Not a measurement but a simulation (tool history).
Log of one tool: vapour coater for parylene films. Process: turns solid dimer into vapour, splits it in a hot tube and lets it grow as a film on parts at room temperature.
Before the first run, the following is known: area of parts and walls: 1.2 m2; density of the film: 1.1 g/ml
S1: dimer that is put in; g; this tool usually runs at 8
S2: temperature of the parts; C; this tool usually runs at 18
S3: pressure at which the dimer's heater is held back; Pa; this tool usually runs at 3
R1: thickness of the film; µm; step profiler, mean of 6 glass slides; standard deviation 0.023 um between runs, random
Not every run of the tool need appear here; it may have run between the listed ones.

run    day  S1  S2    S3    R1
  1      0   8  18     3  3.16
  2    0.6   8  18     3  3.19
  3  1.025   8  18     3   3.1
  4  1.671  11  18     3  4.36
  5  2.288  11  14     3  5.07
  6    2.8  11  14     3  5.03
     2.888  -- table's thermometer calibrated
  7  3.438  11  14     3     5
  8  4.029  11  14     3  5.02
  9  4.475  11  24     3  3.33
 10  4.904  11  24     3  3.36
 11  5.333   8  22  9.79  2.18
 12  5.612   8  22  9.79   2.1
 13  6.238  13  15     3  5.54
 14  6.588  10  12   9.5  3.97
 15  6.858   8  18  5.86  2.73
     6.958  -- table's thermometer calibrated, once more
 16  7.438   7  26  3.67  1.87
 17   7.75   7  26  3.67  1.83
 18  8.138   5  18  7.23  1.65

Each run again, without the hidden state but with its own random variation kept:
Hidden conditions of the tool in this case: vapour lost through the trap's worn valve, %; true temperature of the parts over the reading, C; drift of the gauge itself on film_um, %.
run    R1
  1  3.18
  2  3.22
  3  3.14
  4  4.41
  5  5.15
  6  5.12
  7  5.12
  8  5.15
  9  3.42
 10  3.45
 11  2.24
 12  2.17
 13  5.73
 14  4.11
 15  2.83
 16  1.94
 17  1.91
 18  1.71

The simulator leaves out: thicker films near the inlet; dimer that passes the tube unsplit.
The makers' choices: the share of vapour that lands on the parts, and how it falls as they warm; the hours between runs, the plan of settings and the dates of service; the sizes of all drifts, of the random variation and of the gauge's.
